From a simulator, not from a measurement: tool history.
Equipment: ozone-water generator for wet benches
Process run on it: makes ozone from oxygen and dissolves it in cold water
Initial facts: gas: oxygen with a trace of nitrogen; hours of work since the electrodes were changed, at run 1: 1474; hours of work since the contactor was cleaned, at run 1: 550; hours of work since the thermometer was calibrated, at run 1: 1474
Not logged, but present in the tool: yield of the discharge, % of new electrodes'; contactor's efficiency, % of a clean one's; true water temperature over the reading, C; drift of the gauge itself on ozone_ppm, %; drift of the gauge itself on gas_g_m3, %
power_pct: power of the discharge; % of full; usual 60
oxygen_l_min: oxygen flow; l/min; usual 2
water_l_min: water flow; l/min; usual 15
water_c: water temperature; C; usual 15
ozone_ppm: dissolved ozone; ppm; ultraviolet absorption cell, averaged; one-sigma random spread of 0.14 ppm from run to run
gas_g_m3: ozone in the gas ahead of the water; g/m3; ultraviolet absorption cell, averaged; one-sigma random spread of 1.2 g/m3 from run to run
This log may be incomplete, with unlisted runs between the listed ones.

run    hour  power_pct  oxygen_l_min  water_l_min  water_c  hours of work since the electrodes were changed  hours of work since the contactor was cleaned  hours of work since the thermometer was calibrated  ozone_ppm  gas_g_m3
  1       0         60             2           15       15                                             1474                                            550                                                1474       15.8     220.9
  2    71.5         60             2           20       15                                             1542                                            618                                                1542       11.1     222.1
  3   132.9         60             2           10       15                                             1600                                            676                                                1600       23.7     221.3
  4     231         60             2           15       15                                             1693                                            768                                                1693       15.9     223.1
  5   303.3         60          3.04           15       15                                             1761                                            837                                                1761       17.8     186.4
  6   372.9         60          3.04           15       15                                             1827                                            903                                                1827       17.9     186.6
  7   476.7         60          3.04           15       15                                             1925                                           1001                                                1925       17.8     186.6
  8   577.6         60          2.22           15       15                                             2021                                           1096                                                2021       16.1     209.7
  9   646.6         60          2.22           15       15                                             2086                                           1162                                                2086         16     212.3
 10   738.7         60          2.22           15       15                                             2173                                           1249                                                2173       16.1     212.1
 11   813.3         60          2.22           15       15                                             2244                                           1319                                                2244       16.3     210.6
 12   902.8         60             2           15       15                                             2328                                           1404                                                2328       15.5     221.5
 13   977.7         60             2           15       15                                             2399                                           1475                                                2399       15.7     220.2
 14  1081.6         60             2           15       15                                             2498                                           1573                                                2498       15.4       222
 15  1169.2         60          2.89           15       15                                             2581                                           1656                                                2581       17.1     187.6
 16    1273         60          2.89           15       15                                             2679                                           1754                                                2679       17.1     188.5
 17  1330.7         60          2.89           15       15                                             2733                                           1809                                                2733       17.4     189.7
 18  1402.7         45          2.75           14       16                                             2801                                           1877                                                2801       14.8     157.3
     1463.1  -- water thermometer calibrated
 19  1507.4         91          2.15           10       12                                             2900                                           1976                                                  42       33.5     285.7
     1518.8  -- contactor cleaned
 20  1600.4         60          1.15           14       12                                             2984                                             77                                                 126       13.8     271.1
 21  1698.1         60          1.15           14       12                                             3077                                            170                                                 219       13.7     271.3

What does the tool deliver on the next run?
 22  1805.2         98             2           17       12                                             3178                                            271                                                 320          ?         ?

{"run 22": {"ozone_ppm": 19.4, "gas_g_m3": 308.9}}
On a tool with no hidden condition, and with the same random variation, this run would have come out at ozone_ppm 20.7 ppm, gas_g_m3 321.2 g/m3.

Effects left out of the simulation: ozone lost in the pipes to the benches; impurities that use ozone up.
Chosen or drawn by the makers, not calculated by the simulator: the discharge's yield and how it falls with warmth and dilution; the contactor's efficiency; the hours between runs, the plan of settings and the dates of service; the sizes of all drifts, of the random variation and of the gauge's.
